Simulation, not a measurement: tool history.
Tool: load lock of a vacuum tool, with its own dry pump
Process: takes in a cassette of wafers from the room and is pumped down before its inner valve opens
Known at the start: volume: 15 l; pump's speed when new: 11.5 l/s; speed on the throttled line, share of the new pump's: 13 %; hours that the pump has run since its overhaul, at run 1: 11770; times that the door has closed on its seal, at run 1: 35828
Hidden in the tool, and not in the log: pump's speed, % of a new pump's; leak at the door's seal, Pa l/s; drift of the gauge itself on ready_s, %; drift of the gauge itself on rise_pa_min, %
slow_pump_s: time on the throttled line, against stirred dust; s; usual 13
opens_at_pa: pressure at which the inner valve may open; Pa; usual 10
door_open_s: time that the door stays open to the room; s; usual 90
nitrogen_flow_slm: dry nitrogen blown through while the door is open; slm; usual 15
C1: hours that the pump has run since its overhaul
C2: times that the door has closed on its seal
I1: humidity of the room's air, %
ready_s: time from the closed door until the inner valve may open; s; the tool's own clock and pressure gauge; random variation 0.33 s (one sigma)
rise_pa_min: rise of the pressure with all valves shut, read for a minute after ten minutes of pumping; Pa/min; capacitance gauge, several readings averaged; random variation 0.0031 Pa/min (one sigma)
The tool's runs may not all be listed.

Run 1, hour 0: usual settings; C1 11770; C2 35828; I1 46.9. Result: ready_s 23.9 s, rise_pa_min 0.081 Pa/min.
At hour 471.4: dry pump taken out, an overhauled one fitted.
Run 2, hour 471.4: usual settings; C1 0; C2 36902; I1 46. Result: ready_s 23 s, rise_pa_min 0.084 Pa/min.
Run 3, hour 809.1: usual settings; C1 338; C2 37682; I1 46. Result: ready_s 22.9 s, rise_pa_min 0.08 Pa/min.
Run 4, hour 1307: usual settings; C1 836; C2 38832; I1 42.7. Result: ready_s 23.3 s, rise_pa_min 0.073 Pa/min.
Run 5, hour 1556.2: usual settings; C1 1085; C2 39407; I1 47.1. Result: ready_s 23.4 s, rise_pa_min 0.077 Pa/min.
Run 6, hour 1839: usual settings; C1 1368; C2 40060; I1 46.8. Result: ready_s 22.7 s, rise_pa_min 0.083 Pa/min.
Run 7, hour 2334.4: usual settings but door_open_s 161 s; C1 1863; C2 41204; I1 41.5. Result: ready_s 23.4 s, rise_pa_min 0.099 Pa/min.
Run 8, hour 2645.3: usual settings but door_open_s 77 s; C1 2174; C2 41922; I1 44.8. Result: ready_s 23.5 s, rise_pa_min 0.078 Pa/min.
Run 9, hour 2989.6: usual settings but slow_pump_s 22 s, opens_at_pa 9 Pa, door_open_s 70 s, nitrogen_flow_slm 16 slm; C1 2518; C2 42716; I1 43.1. Result: ready_s 31.1 s, rise_pa_min 0.072 Pa/min.
Run 10, hour 3321: usual settings but slow_pump_s 8 s, door_open_s 50 s; C1 2850; C2 43482; I1 48. Result: ready_s 19.5 s, rise_pa_min 0.063 Pa/min.
Run 11, hour 3558.5: usual settings but slow_pump_s 8 s, door_open_s 69 s; C1 3087; C2 44030; I1 48.5. Result: ready_s 19.1 s, rise_pa_min 0.072 Pa/min.
Run 12, hour 3967.2: usual settings but slow_pump_s 8 s, door_open_s 69 s; C1 3496; C2 44974; I1 42.6. Result: ready_s 19 s, rise_pa_min 0.07 Pa/min.
Run 13, hour 4351: usual settings but opens_at_pa 8 Pa, nitrogen_flow_slm 7 slm; C1 3880; C2 45860; I1 44.6. Result: ready_s 23.8 s, rise_pa_min 0.098 Pa/min.

Forecast each of these 3 alternatives for the next run:
Run A, hour 4754: usual settings but opens_at_pa 8 Pa, nitrogen_flow_slm 43 slm; C1 4283; C2 46790; I1 48.9. Result: ready_s ?, rise_pa_min ?.
Run B, hour 4754: usual settings but opens_at_pa 16 Pa; C1 4283; C2 46790; I1 47.2. Result: ready_s ?, rise_pa_min ?.
Run C, hour 4754: usual settings but opens_at_pa 11 Pa, door_open_s 101 s, nitrogen_flow_slm 7 slm; C1 4283; C2 46790; I1 44.5. Result: ready_s ?, rise_pa_min ?.

run  ready_s  rise_pa_min
  A     23.7        0.051
  B     23.3        0.088
  C     23.7        0.106
Without the tool's hidden state the same runs would have given:
run  ready_s  rise_pa_min
  A     23.7        0.049
  B     23.3        0.087
  C     23.7        0.105

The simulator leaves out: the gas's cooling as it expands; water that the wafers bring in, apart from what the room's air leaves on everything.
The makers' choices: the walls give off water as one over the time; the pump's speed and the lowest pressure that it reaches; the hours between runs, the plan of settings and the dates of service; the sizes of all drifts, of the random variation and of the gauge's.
